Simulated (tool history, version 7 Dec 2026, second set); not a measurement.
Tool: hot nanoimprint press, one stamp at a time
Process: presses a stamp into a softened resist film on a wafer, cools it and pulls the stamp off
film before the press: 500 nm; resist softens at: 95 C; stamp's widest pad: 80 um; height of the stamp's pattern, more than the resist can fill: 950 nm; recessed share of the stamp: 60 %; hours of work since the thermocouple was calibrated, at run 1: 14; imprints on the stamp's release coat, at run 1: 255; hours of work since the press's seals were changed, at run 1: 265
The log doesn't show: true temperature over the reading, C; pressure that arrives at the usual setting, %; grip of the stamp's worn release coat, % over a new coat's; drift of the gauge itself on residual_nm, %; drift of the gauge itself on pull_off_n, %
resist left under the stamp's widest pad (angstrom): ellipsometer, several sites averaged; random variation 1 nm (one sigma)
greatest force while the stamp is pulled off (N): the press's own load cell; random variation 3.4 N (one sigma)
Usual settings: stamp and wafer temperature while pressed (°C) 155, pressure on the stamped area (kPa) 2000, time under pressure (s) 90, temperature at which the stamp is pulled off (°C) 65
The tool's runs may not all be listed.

run   hour  stamp and wafer temperature while pressed (°C)  pressure on the stamped area (kPa)  time under pressure (s)  temperature at which the stamp is pulled off (°C)  hours of work since the thermocouple was calibrated  imprints on the stamp's release coat  hours of work since the press's seals were changed  resist left under the stamp's widest pad (angstrom)  greatest force while the stamp is pulled off (N)
  1      0                                             155                                2000                       90                                                 65                                                   14                                   255                                                 265                                                 3030                                               168
  2    8.7                                             155                                2000                       90                                                 65                                                   21                                   281                                                 271                                                 3029                                               171
  3     17                                             155                                2000                       90                                                 65                                                   27                                   306                                                 278                                                 3036                                               179
  4   26.3                                             155                                2000                       90                                                 65                                                   34                                   333                                                 284                                                 3035                                               172
  5   35.9                                             166                                2000                       90                                                 65                                                   41                                   361                                                 292                                                 1951                                               179
  6   43.7                                             155                                2000                       90                                                 65                                                   47                                   384                                                 297                                                 3038                                               175
  7   56.8                                             155                                2000                       62                                                 65                                                   57                                   423                                                 307                                                 3382                                               180
  8   67.5                                             155                                2000                       62                                                 65                                                   65                                   454                                                 315                                                 3383                                               179
  9   75.9                                             155                                2000                       90                                                 65                                                   71                                   479                                                 321                                                 3071                                               185
 10   82.1                                             165                                2000                      153                                                 65                                                   75                                   497                                                 326                                                 1689                                               189
 11   93.6                                             155                                1280                       90                                                 72                                                   84                                   531                                                 335                                                 3577                                               164
 12  100.5                                             155                                1280                       90                                                 72                                                   89                                   551                                                 340                                                 3595                                               168
 13  111.4                                             155                                2000                      142                                                 64                                                   97                                   583                                                 348                                                 2678                                               196
 14    118                                             155                                1620                       64                                                 52                                                  102                                   603                                                 353                                                 3599                                               227
 15  127.2                                             154                                2000                       53                                                 65                                                  109                                   630                                                 360                                                 3651                                               191
 16  136.3                                             163                                2420                       93                                                 57                                                  116                                   656                                                 366                                                 2024                                               217
 17  145.9                                             157                                1710                       93                                                 72                                                  123                                   685                                                 374                                                 3021                                               171
 18  159.4                                             155                                2000                      165                                                 57                                                  133                                   724                                                 384                                                 2564                                               223

Measured less the same run without the tool's hidden state. The same run-to-run variation is in both; the gauge's scatter may not be:
run  resist left under the stamp's widest pad (angstrom)  greatest force while the stamp is pulled off (N)
  1                                                  +29                                               +11
  2                                                  +34                                               +13
  3                                                  +38                                               +13
  4                                                  +42                                               +15
  5                                                  +36                                               +17
  6                                                  +51                                               +17
  7                                                  +55                                               +19
  8                                                  +60                                               +20
  9                                                  +66                                               +22
 10                                                  +46                                               +23
 11                                                  +58                                               +21
 12                                                  +61                                               +23
 13                                                  +81                                               +28
 14                                                  +74                                               +34
 15                                                  +84                                               +29
 16                                                  +80                                               +35
 17                                                  +91                                               +29
 18                                                 +101                                               +38

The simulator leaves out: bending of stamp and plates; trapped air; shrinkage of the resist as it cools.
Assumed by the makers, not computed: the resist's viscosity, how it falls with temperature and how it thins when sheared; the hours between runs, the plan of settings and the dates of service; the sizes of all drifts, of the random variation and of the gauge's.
